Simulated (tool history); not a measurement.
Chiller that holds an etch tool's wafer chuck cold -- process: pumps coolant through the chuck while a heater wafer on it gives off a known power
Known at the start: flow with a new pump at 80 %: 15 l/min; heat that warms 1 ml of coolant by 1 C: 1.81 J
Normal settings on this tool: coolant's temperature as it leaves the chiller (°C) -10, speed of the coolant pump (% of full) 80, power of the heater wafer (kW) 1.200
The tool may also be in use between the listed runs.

run    hour  coolant's temperature as it leaves the chiller (°C)  speed of the coolant pump (% of full)  power of the heater wafer (kW)  chuck's temperature once it has settled (°C)  how much warmer the coolant comes back (C)
  1     0.0                                                  -10                                     80                           1.200                                           1.6                                        2.76
  2    85.1                                                  -10                                     80                           1.200                                           1.7                                        2.84
  3   157.4                                                  -10                                     95                           1.200                                           0.8                                        2.35
  4   238.9                                                  -10                                     95                           1.200                                           0.8                                        2.43
  5   340.5                                                  -10                                     80                           1.200                                           1.8                                        2.87
  6   394.8                                                   -4                                     80                           1.200                                           8.0                                        2.81
  7   438.5                                                   -4                                     80                           1.200                                           8.1                                        2.82
  8   511.9                                                   -4                                     80                           1.200                                           7.9                                        2.82
  9   609.3                                                   -4                                     80                           1.200                                           8.2                                        2.87
 10   702.6                                                  -10                                     80                           1.065                                           0.7                                        2.54
 11   759.3                                                  -10                                     80                           1.200                                           2.2                                        2.90
 12   854.5                                                  -10                                     80                           1.200                                           2.0                                        2.81
 13   931.8                                                  -10                                     80                           1.200                                           2.3                                        2.84
 14  1014.3                                                  -10                                     80                           1.030                                           0.6                                        2.47
     1035.1  -- chiller's thermometer calibrated
 15  1088.4                                                  -10                                     80                           0.669                                          -3.5                                        1.57
 16  1141.5                                                  -10                                     80                           0.669                                          -3.6                                        1.62
 17  1209.3                                                  -10                                     80                           0.669                                          -3.5                                        1.62
 18  1257.8                                                   -8                                     80                           1.708                                           8.5                                        4.12
 19  1318.1                                                   -8                                     80                           1.708                                           8.7                                        4.06
     1331.4  -- coolant pump overhauled
 20  1415.0                                                  -20                                     61                           1.445                                          -3.5                                        4.56
 21  1514.5                                                   -8                                     80                           1.200                                           3.9                                        2.95
 22  1585.7                                                  -10                                     84                           1.532                                           4.8                                        3.56
     1650.9  -- coolant pump overhauled, once more
 23  1650.9                                                   -6                                     86                           1.295                                           5.8                                        2.65
 24  1740.1                                                  -17                                     80                           0.794                                          -9.4                                        1.74
 25  1830.5                                                  -16                                     80                           1.681                                          -0.1                                        3.75
 26  1920.6                                                  -16                                     75                           0.860                                          -7.4                                        2.06
 27  2009.5                                                  -16                                     75                           1.711                                           1.1                                        4.05
 28  2075.7                                                  -16                                     91                           1.052                                          -6.3                                        2.09
 29  2138.6                                                  -14                                     91                           1.052                                          -4.4                                        2.05
 30  2234.9                                                  -15                                     91                           1.052                                          -5.4                                        2.03
 31  2310.2                                                   -7                                     80                           1.364                                           6.4                                        3.06
 32  2385.9                                                   -8                                     80                           1.200                                           3.9                                        2.69
 33  2464.0                                                   -6                                     85                           1.200                                           5.5                                        2.58

Branching from run 33: 3 alternative next runs. What would each branch give?
  A  2520.7                                                   -8                                     73                           1.200                                             ?                                           ?
  B  2520.7                                                  -10                                     60                           0.758                                             ?                                           ?
  C  2520.7                                                   -6                                     69                           1.200                                             ?                                           ?

run  chuck's temperature once it has settled (°C)  how much warmer the coolant comes back (C)
  A                                           4.6                                        3.02
  B                                          -1.1                                        2.22
  C                                           6.8                                        3.06
Take away the tool's hidden state, keep each run's random variation, and the runs would have read:
run  chuck's temperature once it has settled (°C)  how much warmer the coolant comes back (C)
  A                                           2.2                                        2.97
  B                                          -2.7                                        2.18
  C                                           4.4                                        3.00
